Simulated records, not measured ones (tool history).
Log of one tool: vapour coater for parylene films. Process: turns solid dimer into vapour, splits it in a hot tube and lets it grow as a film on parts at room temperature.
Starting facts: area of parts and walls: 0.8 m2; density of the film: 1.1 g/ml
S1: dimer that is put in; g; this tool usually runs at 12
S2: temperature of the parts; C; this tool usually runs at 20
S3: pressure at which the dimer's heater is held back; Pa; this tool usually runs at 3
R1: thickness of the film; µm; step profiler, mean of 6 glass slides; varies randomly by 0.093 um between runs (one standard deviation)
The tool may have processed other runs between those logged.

run,hour,S1,S2,S3,R1
1,0,12,20,3,11.22
2,62.1,12,20,3,11.33
3,87.8,12,20,3,11.31
4,136.7,12,20,3,11.42
5,197.5,12,20,3,11.2
6,261,12,20,3,11.42
7,320.8,12,20,3,11.28
8,347.3,12,20,3,11.33
9,391.4,12,19,3,11.77
10,438.9,12,20,3,11.24
11,489.8,12,20,3,11.29
12,546.3,6,21,3,5.47
13,580.4,7,24,2.31,5.87
14,612.4,12,32,2.11,7.24
15,659.8,12,27,2.11,9.05
16,705,12,27,2.11,9.03
17,733.6,12,19,10.75,9.14
18,782,6,22,4.03,4.91
19,828.5,13,16,3,14.53

Taken out of this log: 1 entry between the listed runs. Where each belongs, and how the hidden state differs across it:
Between runs 9 and 10: trap's valve overhauled (hour 438.5)
  vapour lost through the trap's worn valve, %: 0.4 -> 0
